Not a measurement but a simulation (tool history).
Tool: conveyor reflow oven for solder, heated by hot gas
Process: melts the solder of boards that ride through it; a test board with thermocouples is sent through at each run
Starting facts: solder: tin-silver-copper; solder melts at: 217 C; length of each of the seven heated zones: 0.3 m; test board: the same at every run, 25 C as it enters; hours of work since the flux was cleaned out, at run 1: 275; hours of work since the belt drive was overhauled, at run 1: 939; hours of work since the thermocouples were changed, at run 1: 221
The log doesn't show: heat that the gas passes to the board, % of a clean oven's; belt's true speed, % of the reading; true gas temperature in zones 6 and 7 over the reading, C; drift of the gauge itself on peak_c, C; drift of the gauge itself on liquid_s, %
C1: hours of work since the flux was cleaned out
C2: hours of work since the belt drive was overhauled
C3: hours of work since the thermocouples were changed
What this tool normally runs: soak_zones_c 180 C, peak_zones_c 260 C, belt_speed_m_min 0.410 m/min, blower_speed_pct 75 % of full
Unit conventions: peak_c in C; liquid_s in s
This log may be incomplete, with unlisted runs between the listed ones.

{"run": 1, "hour": 0.0, "soak_zones_c": 180, "peak_zones_c": 260, "belt_speed_m_min": 0.41, "blower_speed_pct": 75, "C1": 275, "C2": 939, "C3": 221, "peak_c": 246.2, "liquid_s": 63.6}
{"run": 2, "hour": 33.4, "soak_zones_c": 180, "peak_zones_c": 260, "belt_speed_m_min": 0.41, "blower_speed_pct": 75, "C1": 289, "C2": 953, "C3": 235, "peak_c": 246.1, "liquid_s": 64.1}
{"run": 3, "hour": 85.9, "soak_zones_c": 180, "peak_zones_c": 260, "belt_speed_m_min": 0.41, "blower_speed_pct": 75, "C1": 311, "C2": 976, "C3": 257, "peak_c": 246.1, "liquid_s": 63.2}
{"hour": 111.3, "done": "belt drive overhauled, speed set with a stopwatch"}
{"run": 4, "hour": 134.2, "soak_zones_c": 171, "peak_zones_c": 260, "belt_speed_m_min": 0.41, "blower_speed_pct": 75, "C1": 330, "C2": 10, "C3": 276, "peak_c": 244.0, "liquid_s": 55.6}
{"run": 5, "hour": 197.0, "soak_zones_c": 180, "peak_zones_c": 260, "belt_speed_m_min": 0.381, "blower_speed_pct": 75, "C1": 357, "C2": 36, "C3": 302, "peak_c": 247.5, "liquid_s": 69.5}
{"run": 6, "hour": 246.2, "soak_zones_c": 180, "peak_zones_c": 260, "belt_speed_m_min": 0.381, "blower_speed_pct": 75, "C1": 377, "C2": 57, "C3": 323, "peak_c": 247.6, "liquid_s": 69.7}
{"hour": 287.1, "done": "flux residue cleaned out of gas plates and filters"}
{"run": 7, "hour": 319.3, "soak_zones_c": 180, "peak_zones_c": 260, "belt_speed_m_min": 0.381, "blower_speed_pct": 75, "C1": 14, "C2": 86, "C3": 352, "peak_c": 248.8, "liquid_s": 71.6}
{"run": 8, "hour": 354.9, "soak_zones_c": 180, "peak_zones_c": 274, "belt_speed_m_min": 0.381, "blower_speed_pct": 75, "C1": 29, "C2": 101, "C3": 367, "peak_c": 261.8, "liquid_s": 81.3}
{"run": 9, "hour": 388.8, "soak_zones_c": 180, "peak_zones_c": 267, "belt_speed_m_min": 0.41, "blower_speed_pct": 53, "C1": 43, "C2": 115, "C3": 381, "peak_c": 248.4, "liquid_s": 63.4}
{"run": 10, "hour": 435.4, "soak_zones_c": 189, "peak_zones_c": 263, "belt_speed_m_min": 0.462, "blower_speed_pct": 54, "C1": 63, "C2": 135, "C3": 401, "peak_c": 243.2, "liquid_s": 54.3}
{"run": 11, "hour": 470.3, "soak_zones_c": 180, "peak_zones_c": 254, "belt_speed_m_min": 0.41, "blower_speed_pct": 82, "C1": 77, "C2": 150, "C3": 416, "peak_c": 243.4, "liquid_s": 60.6}
{"run": 12, "hour": 508.8, "soak_zones_c": 174, "peak_zones_c": 264, "belt_speed_m_min": 0.41, "blower_speed_pct": 75, "C1": 94, "C2": 166, "C3": 432, "peak_c": 249.0, "liquid_s": 64.0}
{"run": 13, "hour": 556.8, "soak_zones_c": 180, "peak_zones_c": 260, "belt_speed_m_min": 0.41, "blower_speed_pct": 62, "C1": 114, "C2": 186, "C3": 452, "peak_c": 244.6, "liquid_s": 60.7}
{"run": 14, "hour": 607.7, "soak_zones_c": 184, "peak_zones_c": 260, "belt_speed_m_min": 0.44, "blower_speed_pct": 75, "C1": 136, "C2": 208, "C3": 474, "peak_c": 245.6, "liquid_s": 59.5}
{"run": 15, "hour": 664.6, "soak_zones_c": 176, "peak_zones_c": 266, "belt_speed_m_min": 0.44, "blower_speed_pct": 75, "C1": 160, "C2": 232, "C3": 498, "peak_c": 249.4, "liquid_s": 58.9}
{"run": 16, "hour": 696.9, "soak_zones_c": 176, "peak_zones_c": 256, "belt_speed_m_min": 0.487, "blower_speed_pct": 75, "C1": 173, "C2": 245, "C3": 512, "peak_c": 237.2, "liquid_s": 41.3}

Below are 5 alternative next runs, each starting from the tool's condition after run 16. Predict each:
{"run": "A", "hour": 736.6, "soak_zones_c": 180, "peak_zones_c": 257, "belt_speed_m_min": 0.41, "blower_speed_pct": 77, "C1": 190, "C2": 262, "C3": 528, "peak_c": "?", "liquid_s": "?"}
{"run": "B", "hour": 736.6, "soak_zones_c": 176, "peak_zones_c": 271, "belt_speed_m_min": 0.487, "blower_speed_pct": 75, "C1": 190, "C2": 262, "C3": 528, "peak_c": "?", "liquid_s": "?"}
{"run": "C", "hour": 736.6, "soak_zones_c": 176, "peak_zones_c": 257, "belt_speed_m_min": 0.406, "blower_speed_pct": 70, "C1": 190, "C2": 262, "C3": 528, "peak_c": "?", "liquid_s": "?"}
{"run": "D", "hour": 736.6, "soak_zones_c": 180, "peak_zones_c": 260, "belt_speed_m_min": 0.391, "blower_speed_pct": 75, "C1": 190, "C2": 262, "C3": 528, "peak_c": "?", "liquid_s": "?"}
{"run": "E", "hour": 736.6, "soak_zones_c": 176, "peak_zones_c": 256, "belt_speed_m_min": 0.487, "blower_speed_pct": 87, "C1": 190, "C2": 262, "C3": 528, "peak_c": "?", "liquid_s": "?"}

run=A peak_c=244.9 liquid_s=61.7
run=B peak_c=250.0 liquid_s=52.1
run=C peak_c=243.4 liquid_s=58.3
run=D peak_c=248.4 liquid_s=69.4
run=E peak_c=240.0 liquid_s=44.2
What these runs would have given with no unlogged condition in the tool:
run=A peak_c=243.7 liquid_s=60.4
run=B peak_c=249.1 liquid_s=51.3
run=C peak_c=242.1 liquid_s=56.9
run=D peak_c=247.1 liquid_s=68.0
run=E peak_c=239.0 liquid_s=43.3

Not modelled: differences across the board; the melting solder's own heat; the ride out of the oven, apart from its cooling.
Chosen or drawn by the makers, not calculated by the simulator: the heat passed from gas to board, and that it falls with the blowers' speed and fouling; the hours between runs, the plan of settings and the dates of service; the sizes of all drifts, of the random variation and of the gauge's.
